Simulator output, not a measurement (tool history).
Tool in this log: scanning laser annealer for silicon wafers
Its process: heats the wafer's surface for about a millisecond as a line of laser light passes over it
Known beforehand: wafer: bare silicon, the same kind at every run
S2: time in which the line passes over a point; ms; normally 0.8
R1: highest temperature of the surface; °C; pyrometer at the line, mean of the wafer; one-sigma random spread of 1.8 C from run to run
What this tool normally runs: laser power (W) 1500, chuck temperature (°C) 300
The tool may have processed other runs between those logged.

Run 1, day 0: usual settings. Result: R1 1015 °C.
At day 1.221: window over the wafer cleaned.
At day 2.354: optics aligned, line set to its width.
Run 2, day 2.642: usual settings. Result: R1 1053 °C.
Run 3, day 4.817: usual settings but chuck temperature (°C) 264. Result: R1 1010 °C.
Run 4, day 6.971: usual settings. Result: R1 1046 °C.
At day 7.583: optics aligned, line set to its width, once more.
Run 5, day 8.55: usual settings. Result: R1 1058 °C.
Run 6, day 10.717: usual settings. Result: R1 1058 °C.
Run 7, day 13.421: usual settings but S2 0.697 ms, chuck temperature (°C) 288. Result: R1 987 °C.
Run 8, day 15.429: usual settings but laser power (W) 1464, S2 0.575 ms. Result: R1 905 °C.
Run 9, day 17.292: usual settings but laser power (W) 1451, S2 0.876 ms, chuck temperature (°C) 320. Result: R1 1086 °C.
Run 10, day 19.804: usual settings but laser power (W) 1506. Result: R1 1048 °C.

Branching from run 10: 3 alternative next runs. What would each branch give?
Run A, day 21.629: usual settings but laser power (W) 1365. Result: R1 ?.
Run B, day 21.629: usual settings but laser power (W) 1506, chuck temperature (°C) 276. Result: R1 ?.
Run C, day 21.629: usual settings but laser power (W) 1506, S2 0.947 ms, chuck temperature (°C) 328. Result: R1 ?.

run    R1
  A   976
  B  1023
  C  1151
Take away the tool's hidden state, keep each run's random variation, and the runs would have read:
run    R1
  A   997
  B  1046
  C  1176
